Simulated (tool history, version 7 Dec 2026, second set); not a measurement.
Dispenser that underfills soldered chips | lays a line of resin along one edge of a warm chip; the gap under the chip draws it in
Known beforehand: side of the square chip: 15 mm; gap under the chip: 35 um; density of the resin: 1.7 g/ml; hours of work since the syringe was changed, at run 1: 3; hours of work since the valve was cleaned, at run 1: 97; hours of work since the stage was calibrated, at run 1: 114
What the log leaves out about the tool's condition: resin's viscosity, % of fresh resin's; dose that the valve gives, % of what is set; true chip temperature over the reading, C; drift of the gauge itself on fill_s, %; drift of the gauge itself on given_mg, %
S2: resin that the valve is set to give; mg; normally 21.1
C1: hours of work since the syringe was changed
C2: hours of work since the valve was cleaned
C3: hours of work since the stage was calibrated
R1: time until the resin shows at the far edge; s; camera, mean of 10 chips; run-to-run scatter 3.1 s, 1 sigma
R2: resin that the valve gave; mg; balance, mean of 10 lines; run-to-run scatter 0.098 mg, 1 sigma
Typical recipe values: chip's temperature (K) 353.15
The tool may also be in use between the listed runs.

{"run": 1, "hour": 0.0, "chip's temperature (K)": 353.15, "S2": 21.1, "C1": 3, "C2": 97, "C3": 114, "R1": 357.8, "R2": 19.73}
{"run": 2, "hour": 7.7, "chip's temperature (K)": 353.15, "S2": 21.1, "C1": 8, "C2": 102, "C3": 120, "R1": 463.4, "R2": 19.44}
{"hour": 12.4, "done": "new syringe of resin"}
{"run": 3, "hour": 19.4, "chip's temperature (K)": 353.15, "S2": 21.1, "C1": 5, "C2": 110, "C3": 128, "R1": 406.1, "R2": 19.49}
{"run": 4, "hour": 26.2, "chip's temperature (K)": 353.15, "S2": 21.1, "C1": 10, "C2": 115, "C3": 133, "R1": 501.9, "R2": 19.34}
{"hour": 28.0, "done": "new syringe of resin"}
{"run": 5, "hour": 32.2, "chip's temperature (K)": 353.15, "S2": 21.1, "C1": 3, "C2": 119, "C3": 137, "R1": 375.0, "R2": 19.39}
{"hour": 39.4, "done": "dispensing valve cleaned and set on the balance"}
{"run": 6, "hour": 39.6, "chip's temperature (K)": 353.15, "S2": 21.1, "C1": 7, "C2": 0, "C3": 141, "R1": 445.5, "R2": 21.04}
{"hour": 44.3, "done": "new syringe of resin"}
{"run": 7, "hour": 50.1, "chip's temperature (K)": 362.15, "S2": 19.0, "C1": 4, "C2": 7, "C3": 148, "R1": 287.7, "R2": 18.75}
{"hour": 60.2, "done": "new syringe of resin"}
{"run": 8, "hour": 61.6, "chip's temperature (K)": 362.15, "S2": 19.0, "C1": 1, "C2": 15, "C3": 156, "R1": 248.0, "R2": 18.71}
{"run": 9, "hour": 68.1, "chip's temperature (K)": 362.15, "S2": 19.0, "C1": 6, "C2": 20, "C3": 161, "R1": 306.4, "R2": 18.63}

Expected results for the next run?
{"run": 10, "hour": 74.3, "chip's temperature (K)": 360.15, "S2": 21.1, "C1": 10, "C2": 24, "C3": 165, "R1": "?", "R2": "?"}

Logged for run 10: R1 397.6 s, R2 20.54 mg.
Minus the tool's unlogged condition, the same run would have read R1 241.5 s, R2 21.00 mg.
